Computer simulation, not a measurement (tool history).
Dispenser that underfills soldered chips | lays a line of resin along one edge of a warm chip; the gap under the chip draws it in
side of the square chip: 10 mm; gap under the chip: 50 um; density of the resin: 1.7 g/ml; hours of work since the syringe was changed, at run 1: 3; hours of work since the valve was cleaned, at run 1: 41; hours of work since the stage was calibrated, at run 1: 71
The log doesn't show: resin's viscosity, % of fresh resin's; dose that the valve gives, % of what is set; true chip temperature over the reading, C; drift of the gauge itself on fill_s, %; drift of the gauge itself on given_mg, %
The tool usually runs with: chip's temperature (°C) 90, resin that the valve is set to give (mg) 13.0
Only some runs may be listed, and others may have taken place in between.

run   hour  chip's temperature (°C)  resin that the valve is set to give (mg)  hours of work since the syringe was changed  hours of work since the valve was cleaned  hours of work since the stage was calibrated  time until the resin shows at the far edge (s)  resin that the valve gave (mg)
  1    0.0                       90                                      13.0                                            3                                         41                                            71                                           125.9                           12.73
       4.5  -- new syringe of resin
  2    6.7                       90                                      13.0                                            2                                         46                                            76                                           117.8                           12.64
  3   10.9                       90                                      13.0                                            5                                         49                                            79                                           148.3                           12.66
      12.6  -- new syringe of resin
  4   14.7                       90                                      13.0                                            2                                         52                                            82                                           118.8                           12.68
      20.5  -- new syringe of resin
  5   21.2                       79                                      13.0                                            1                                         57                                            87                                           151.1                           12.60
  6   27.3                       79                                      13.0                                            5                                         62                                            92                                           217.0                           12.55
      28.3  -- new syringe of resin
  7   31.9                       79                                      13.0                                            3                                         65                                            95                                           186.4                           12.51
      36.5  -- new syringe of resin
  8   36.5                       90                                      15.4                                            0                                         68                                            98                                           104.5                           14.81
  9   39.8                       90                                      13.0                                            3                                         71                                           101                                           128.9                           12.52
 10   43.9                       76                                      13.0                                            6                                         74                                           104                                           259.0                           12.57
      44.7  -- new syringe of resin
 11   50.2                       81                                      13.0                                            4                                         79                                           109                                           194.6                           12.43
      52.6  -- new syringe of resin
 12   53.4                       81                                      13.0                                            1                                         81                                           111                                           147.4                           12.50
 13   58.7                       81                                      13.0                                            5                                         85                                           115                                           203.3                           12.47
      60.4  -- new syringe of resin
 14   62.6                       76                                      13.0                                            2                                         88                                           118                                           190.1                           12.49
      68.3  -- new syringe of resin
 15   68.9                       78                                      11.0                                            0                                         93                                           123                                           169.7                           10.44
 16   72.4                       97                                      11.5                                            3                                         95                                           126                                           110.6                           10.95
      76.3  -- new syringe of resin
 17   76.4                       97                                      11.5                                            0                                         98                                           129                                            87.3                           10.98
 18   82.3                       97                                      11.5                                            5                                        103                                           133                                           123.8                           10.76
      84.1  -- new syringe of resin
 19   88.6                      104                                      13.0                                            3                                        108                                           138                                            88.0                           12.33
      91.9  -- new syringe of resin
 20   95.0                       87                                      15.2                                            2                                        113                                           143                                           136.9                           14.38
      99.7  -- new syringe of resin
 21  101.4                       93                                      15.3                                            1                                        117                                           148                                           105.6                           14.41
 22  104.2                       93                                      15.3                                            3                                        120                                           150                                           122.7                           14.46
     107.8  -- new syringe of resin
 23  110.1                       93                                      15.3                                            2                                        124                                           154                                           108.3                           14.40
 24  112.7                       86                                      14.8                                            4                                        126                                           156                                           155.7                           13.85
     115.7  -- new syringe of resin
 25  116.6                       99                                      16.3                                            1                                        129                                           159                                            82.6                           15.37
 26  119.6                       88                                      14.6                                            3                                        131                                           161                                           142.0                           13.56

Each row is a separate what-if for the run after 26, all from the same tool condition, not one after another. Results?
     123.5  -- new syringe of resin
  A  125.7                       91                                      14.6                                            2                                        136                                           166                                               ?                               ?
     123.5  -- new syringe of resin
  B  125.7                      104                                      14.0                                            2                                        136                                           166                                               ?                               ?
     123.5  -- new syringe of resin
  C  125.7                       93                                      16.7                                            2                                        136                                           166                                               ?                               ?

run  time until the resin shows at the far edge (s)  resin that the valve gave (mg)
  A                                           119.7                           13.57
  B                                            80.6                           12.82
  C                                           108.8                           15.58
Without the tool's unlogged condition, the same runs would have read:
run  time until the resin shows at the far edge (s)  resin that the valve gave (mg)
  A                                            99.7                           14.53
  B                                            67.1                           13.73
  C                                            90.9                           16.69

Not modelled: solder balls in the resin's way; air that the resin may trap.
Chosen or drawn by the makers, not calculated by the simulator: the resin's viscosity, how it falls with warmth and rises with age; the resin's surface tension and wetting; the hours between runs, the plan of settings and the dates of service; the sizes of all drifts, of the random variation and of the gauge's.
